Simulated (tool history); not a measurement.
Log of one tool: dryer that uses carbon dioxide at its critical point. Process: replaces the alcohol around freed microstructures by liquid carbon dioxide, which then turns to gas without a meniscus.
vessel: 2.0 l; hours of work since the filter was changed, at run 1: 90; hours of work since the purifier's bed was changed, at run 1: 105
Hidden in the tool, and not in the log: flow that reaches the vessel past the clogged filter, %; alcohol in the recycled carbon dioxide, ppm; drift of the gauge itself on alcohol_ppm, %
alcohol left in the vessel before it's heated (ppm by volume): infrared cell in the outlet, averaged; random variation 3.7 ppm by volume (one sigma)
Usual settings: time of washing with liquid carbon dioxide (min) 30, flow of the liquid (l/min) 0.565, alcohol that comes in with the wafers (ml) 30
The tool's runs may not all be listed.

run	hour	time of washing with liquid carbon dioxide (min)	flow of the liquid (l/min)	alcohol that comes in with the wafers (ml)	hours of work since the filter was changed	hours of work since the purifier's bed was changed	alcohol left in the vessel before it's heated (ppm by volume)
1	0.0	30	0.565	30	90	105	12
2	4.1	30	0.565	26	93	108	14
3	8.0	30	0.565	26	96	111	18
4	13.0	30	0.565	26	100	114	11
5	17.5	30	0.565	26	103	117	9
6	21.5	30	0.565	26	106	120	12
7	27.3	24	0.565	30	110	124	38
8	32.9	22	0.565	30	114	128	61
9	38.5	44	0.565	30	118	132	7
10	43.5	30	0.565	30	121	136	22
11	50.8	30	0.565	30	126	141	21
12	58.5	30	0.565	25	132	146	18
13	68.1	30	0.565	30	138	153	20
14	77.4	30	0.565	30	145	160	18
15	84.5	30	0.565	30	150	165	16
16	92.8	30	0.565	39	156	170	24
17	99.7	30	0.565	53	161	175	29
18	104.9	30	0.565	53	164	179	37
19	114.5	30	0.565	30	171	186	23
20	119.1	30	0.565	30	174	189	24
21	123.3	30	0.565	30	177	192	23
22	127.9	18	0.731	42	181	195	70
23	132.2	26	0.630	40	184	198	21
24	139.5	42	0.565	30	189	203	16
25	147.3	32	0.672	35	194	209	20
26	154.4	32	0.672	35	199	214	21
27	158.4	32	0.672	35	202	217	24
28	163.7	38	0.486	21	206	220	23
29	172.7	30	0.502	92	212	227	73
30	177.1	25	0.546	44	215	230	70
31	182.8	46	0.438	44	219	234	28
32	190.8	38	0.438	47	225	240	26
33	198.9	38	0.438	47	231	245	30
34	203.0	38	0.438	47	234	248	31
35	209.7	22	0.565	30	238	253	85
36	214.7	22	0.565	30	242	256	93
37	219.2	22	0.565	30	245	260	79
38	223.8	22	0.565	30	248	263	84
39	231.7	39	0.863	83	254	268	19
40	237.0	39	0.430	83	258	272	52
41	241.6	37	0.802	81	261	275	20
42	248.5	42	0.472	81	266	280	26

Hidden state or all else? Some run-to-run changes of alcohol left in the vessel before it's heated (ppm by volume), split into what the settings, what came in and random variation would give without the hidden state, and what is left for the hidden state (with any gauge scatter that isn't in both results):
Run 8 -> 9: time of washing with liquid carbon dioxide (min) 22 -> 44. alcohol left in the vessel before it's heated (ppm by volume) -54: hidden state -13, all else -41.
Run 28 -> 29: time of washing with liquid carbon dioxide (min) 38 -> 30, flow of the liquid (l/min) 0.486 -> 0.502, alcohol that comes in with the wafers (ml) 21 -> 92. alcohol left in the vessel before it's heated (ppm by volume) +50: hidden state +26, all else +24.
Run 30 -> 31: time of washing with liquid carbon dioxide (min) 25 -> 46, flow of the liquid (l/min) 0.546 -> 0.438. alcohol left in the vessel before it's heated (ppm by volume) -42: hidden state -21, all else -21.
Run 34 -> 35: time of washing with liquid carbon dioxide (min) 38 -> 22, flow of the liquid (l/min) 0.438 -> 0.565, alcohol that comes in with the wafers (ml) 47 -> 30. alcohol left in the vessel before it's heated (ppm by volume) +54: hidden state +20, all else +34.
Run 38 -> 39: time of washing with liquid carbon dioxide (min) 22 -> 39, flow of the liquid (l/min) 0.565 -> 0.863, alcohol that comes in with the wafers (ml) 30 -> 83. alcohol left in the vessel before it's heated (ppm by volume) -65: hidden state -31, all else -34.
